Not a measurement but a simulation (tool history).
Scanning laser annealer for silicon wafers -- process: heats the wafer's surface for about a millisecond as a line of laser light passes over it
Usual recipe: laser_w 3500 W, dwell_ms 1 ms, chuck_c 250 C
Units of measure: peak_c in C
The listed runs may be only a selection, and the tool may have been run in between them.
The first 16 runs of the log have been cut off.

run,hour,laser_w,dwell_ms,chuck_c,peak_c
17,204.8,3079,0.91,250,876
18,222.5,3079,0.91,250,876
19,232.2,3505,0.78,252,929
20,248.6,2999,0.72,218,754
21,264.6,3767,1.07,219,1095
22,275,3767,1.07,219,1096
23,292.6,3439,0.77,219,877
24,301.3,3489,0.77,213,879
25,313.1,3245,0.71,281,869
26,321.4,3245,0.71,281,864
27,339.8,3245,0.71,281,863
28,350.4,3245,0.94,263,941
29,360.4,3100,0.98,239,890
30,376.1,3100,0.98,239,896
31,392.5,3100,0.98,235,888

Predict each of these 4 candidate next runs independently; none follows another, all start after run 31:
A,407.6,3231,1.17,237,?
B,407.6,3157,1,250,?
C,407.6,3500,0.72,250,?
D,407.6,3610,1,258,?

run,peak_c
A,992
B,926
C,893
D,1058
Stripped of hidden state, with their random variation kept, the same runs would have yielded:
run,peak_c
A,1007
B,940
C,906
D,1074
